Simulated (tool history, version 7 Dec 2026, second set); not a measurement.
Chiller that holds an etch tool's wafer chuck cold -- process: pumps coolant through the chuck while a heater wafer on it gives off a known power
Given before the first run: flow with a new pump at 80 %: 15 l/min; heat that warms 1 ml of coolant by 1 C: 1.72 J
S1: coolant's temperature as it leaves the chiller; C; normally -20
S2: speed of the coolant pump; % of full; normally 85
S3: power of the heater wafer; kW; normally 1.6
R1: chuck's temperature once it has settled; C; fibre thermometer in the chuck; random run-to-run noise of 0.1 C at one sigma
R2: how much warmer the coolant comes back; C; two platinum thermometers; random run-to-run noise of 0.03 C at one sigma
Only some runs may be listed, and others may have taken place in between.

run    hour   S1  S2     S3     R1    R2
  1       0  -20  85    1.6   -6.4  3.43
  2   137.2  -20  85    1.6   -6.6   3.5
  3   256.7  -20  85  1.643   -6.2  3.55
  4   384.9  -20  85   1.62   -6.5  3.45
  5   478.9  -20  85    1.6   -6.4  3.42
  6   678.8  -20  85    1.6   -6.7  3.43
  7   895.1  -20  85    1.6   -6.5  3.39
  8  1081.5  -20  85    1.6   -6.4  3.39
  9  1181.4  -20  85    1.6   -6.6  3.35
 10  1388.4  -20  85    1.6   -6.6  3.39
 11    1525  -20  85    1.6   -6.6  3.33
 12  1719.8  -20  85  1.424     -8  2.94
 13    1861  -20  85  1.424   -8.1  2.95
 14  2014.5  -20  85  1.424     -8  2.94
 15  2143.7  -11  85  1.424      1  2.89
 16  2298.6  -20  68    1.6   -4.7  4.26
 17  2464.9  -17  69  1.882    0.6  4.94
 18  2649.3  -27  92  2.333   -8.2  4.49
 19  2782.1  -27  92  2.333   -8.1  4.46
 20  2918.2  -27  92  2.333   -8.2  4.45
 21    3048  -27  92  2.333   -8.3  4.42
 22  3170.2  -20  79    1.6   -6.1  3.52
 23  3311.4  -24  78  1.049  -14.7  2.26
 24    3422  -24  78  1.049  -14.7  2.21
 25  3512.9  -21  62  1.049  -10.3  2.97
     3636.3  -- gauge calibrated
 26  3735.7  -18  62  1.049   -7.5  3.14
 27  3949.5  -20  60  1.172   -7.9  3.67
       3969  -- chiller's thermometer calibrated
 28  4069.5  -29  85  1.202  -18.9  2.57
 29  4209.9  -29  85  1.202  -18.9  2.59
 30  4356.7  -20  74    1.6   -5.4  4.01
 31  4521.7  -13  79  1.554    0.8  3.57
 32  4662.3  -11  78  1.244    0.1   2.9

Some steps in R2, run to run, broken into two amounts with sign: the step expected even without the hidden condition (settings, incoming material, random variation), and the rest, left for the hidden condition together with whatever gauge scatter is not in both the measured and the hidden-condition-free result:
The hidden state here: heat passed by the chuck's channels, % of clean ones'; flow at a given pump speed, % of a new pump's; coolant's true temperature over the reading, C; drift of the gauge itself on chuck_c, C; drift of the gauge itself on warmer_back_c, C.
Run 5 -> 6: no setting touched and nothing written in the log between the runs. R2 +0.01 C: hidden state -0.02, all else +0.03.
Run 9 -> 10: no setting touched and nothing written in the log between the runs. R2 +0.04 C: hidden state -0.02, all else +0.06.
Run 15 -> 16: S1 -11 -> -20, S2 85 -> 68, S3 1.424 -> 1.6. R2 +1.37 C: hidden state -0.01, all else +1.38.
Run 22 -> 23: S1 -20 -> -24, S2 79 -> 78, S3 1.6 -> 1.049. R2 -1.26 C: hidden state +0, all else -1.26.
Run 25 -> 26: S1 -21 -> -18, gauge calibrated. R2 +0.17 C: hidden state +0.26, all else -0.09.
Run 29 -> 30: S1 -29 -> -20, S2 85 -> 74, S3 1.202 -> 1.6. R2 +1.42 C: hidden state -0.01, all else +1.43.
